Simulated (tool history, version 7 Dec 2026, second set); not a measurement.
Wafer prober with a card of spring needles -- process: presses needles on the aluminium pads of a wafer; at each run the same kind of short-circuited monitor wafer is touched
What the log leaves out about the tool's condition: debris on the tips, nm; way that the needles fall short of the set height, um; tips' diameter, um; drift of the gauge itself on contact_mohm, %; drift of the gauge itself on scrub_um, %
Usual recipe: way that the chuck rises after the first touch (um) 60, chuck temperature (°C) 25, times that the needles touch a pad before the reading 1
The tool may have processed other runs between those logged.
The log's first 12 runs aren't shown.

run,hour,way that the chuck rises after the first touch (um),chuck temperature (°C),times that the needles touch a pad before the reading,touches since the tips were cleaned,cleanings since the card got new needles,touches since the first contact's height was set,resistance of one needle with its contact and lead (mohm),way that a needle slides on the pad (um)
# hour 91.9: tips cleaned on abrasive film
13,96.2,60,25,1,1480,42,59173,254,12.69
# hour 103.3: tips cleaned on abrasive film
14,104.9,60,25,1,534,43,62082,259,12.69
15,109.7,60,25,1,2163,43,63711,259,12.74
# hour 114.3: tips cleaned on abrasive film
16,115.3,60,25,1,343,44,65608,257,12.69
17,124.9,60,25,1,3612,44,68877,258,12.74
# hour 125.5: tips cleaned on abrasive film
18,134.2,60,90,2,2965,45,71994,275,12.73
# hour 136.9: tips cleaned on abrasive film
19,143.2,50,48,2,2160,46,75024,267,10.56
# hour 147.8: tips cleaned on abrasive film
20,149.4,42,30,1,537,47,77091,261,8.85
21,155.8,42,30,1,2707,47,79261,261,8.88
# hour 159.4: tips cleaned on abrasive film
22,163.4,68,56,1,1352,48,81812,264,14.37
23,168.2,52,113,2,3005,48,83465,282,10.98
# hour 170.7: tips cleaned on abrasive film
24,175.9,63,41,2,1756,49,86027,259,13.30
25,180.4,76,103,1,3288,49,87559,279,16.11
# hour 181.9: tips cleaned on abrasive film
26,188.7,76,103,1,2284,50,90351,277,16.03
# hour 193.5: tips cleaned on abrasive film
27,194.3,60,105,2,284,51,92236,282,12.72
28,201.1,50,41,2,2601,51,94553,265,10.57
# hour 204.7: tips cleaned on abrasive film
29,210.5,54,32,2,1980,52,97709,260,11.46
# hour 216.2: tips cleaned on abrasive film
30,220.8,53,60,1,1562,53,101180,271,11.20
# hour 227.1: tips cleaned on abrasive film
31,228.1,53,79,2,322,54,103616,270,11.20
32,232.3,53,41,2,1759,54,105053,258,11.20

Predict the results of run 33:
# hour 237.1: height of the first contact set anew
# hour 238.9: tips cleaned on abrasive film
33,242.9,54,99,1,1371,55,1938,?,?

{"run 33": {"resistance of one needle with its contact and lead (mohm)": 278, "way that a needle slides on the pad (um)": 11.43}}
With no hidden state in the tool, this same run would have given resistance of one needle with its contact and lead (mohm) 277, way that a needle slides on the pad (um) 11.43.
